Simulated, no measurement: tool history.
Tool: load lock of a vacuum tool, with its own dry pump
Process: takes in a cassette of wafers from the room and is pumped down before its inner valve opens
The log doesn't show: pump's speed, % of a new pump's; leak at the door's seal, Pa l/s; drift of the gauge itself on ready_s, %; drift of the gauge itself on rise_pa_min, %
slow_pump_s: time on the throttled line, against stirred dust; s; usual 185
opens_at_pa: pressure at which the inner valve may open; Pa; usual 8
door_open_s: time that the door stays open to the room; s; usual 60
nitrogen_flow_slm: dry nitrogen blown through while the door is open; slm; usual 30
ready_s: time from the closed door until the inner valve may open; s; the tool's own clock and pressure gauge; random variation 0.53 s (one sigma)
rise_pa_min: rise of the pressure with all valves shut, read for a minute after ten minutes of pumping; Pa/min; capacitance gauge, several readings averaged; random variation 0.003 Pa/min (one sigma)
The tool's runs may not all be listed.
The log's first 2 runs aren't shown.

run,day,slow_pump_s,opens_at_pa,door_open_s,nitrogen_flow_slm,hours that the pump has run since its overhaul,times that the door has closed on its seal,"incoming humidity of the room's air, %",ready_s,rise_pa_min
3,8.979,185,8,60,30,1538,1178,46.2,243.5,0.036
4,14.512,185,8,62,30,1671,1459,45.8,243.5,0.038
5,18.9,185,8,44,30,1776,1682,42.9,243,0.032
6,21.554,185,8,44,30,1840,1816,44.1,244.1,0.03
7,24.212,185,8,44,30,1903,1951,45.4,242.9,0.031
8,28.612,185,8,44,30,2009,2175,45.9,243.4,0.038
9,32.171,185,8,44,30,2094,2356,45.1,243.4,0.032
10,35.392,185,8,44,30,2172,2519,45.1,244.1,0.031
11,38.975,185,8,44,30,2258,2701,42.4,244,0.032
12,44.488,185,8,60,32,2390,2981,43.3,244.7,0.041
13,49.238,185,8,60,30,2504,3223,42.4,242.9,0.041
14,52.683,185,10,60,30,2587,3398,45.5,242.1,0.049
15,58.383,185,10,60,30,2724,3687,49,242.3,0.042
16,64.125,185,10,33,30,2861,3979,46.1,242.6,0.036
17,69.175,185,10,33,30,2983,4235,45,243.4,0.038
18,72.388,185,6,33,17,3060,4399,41.5,247.8,0.035
19,77.875,105,8,60,7,3191,4677,46.6,173.3,0.076
20,82.046,185,14,28,15,3292,4889,42.7,239.3,0.043
21,87.367,185,8,69,6,3419,5159,41.6,244.7,0.073
22,92.183,185,8,78,7,3535,5404,45.4,244.6,0.081
23,97.325,309,12,60,34,3658,5665,47.5,352.7,0.045
24,102.238,309,6,60,8,3776,5915,44.7,359.9,0.067
25,108.012,185,8,198,4,3915,6208,50.3,245.4,0.157

Forecast run 26:
26,111.4,177,8,67,30,3996,6380,42.8,?,?

ready_s: 238.4 s
rise_pa_min: 0.052 Pa/min
Without the tool's hidden state the same run would have given ready_s 234.6 s, rise_pa_min 0.037 Pa/min.

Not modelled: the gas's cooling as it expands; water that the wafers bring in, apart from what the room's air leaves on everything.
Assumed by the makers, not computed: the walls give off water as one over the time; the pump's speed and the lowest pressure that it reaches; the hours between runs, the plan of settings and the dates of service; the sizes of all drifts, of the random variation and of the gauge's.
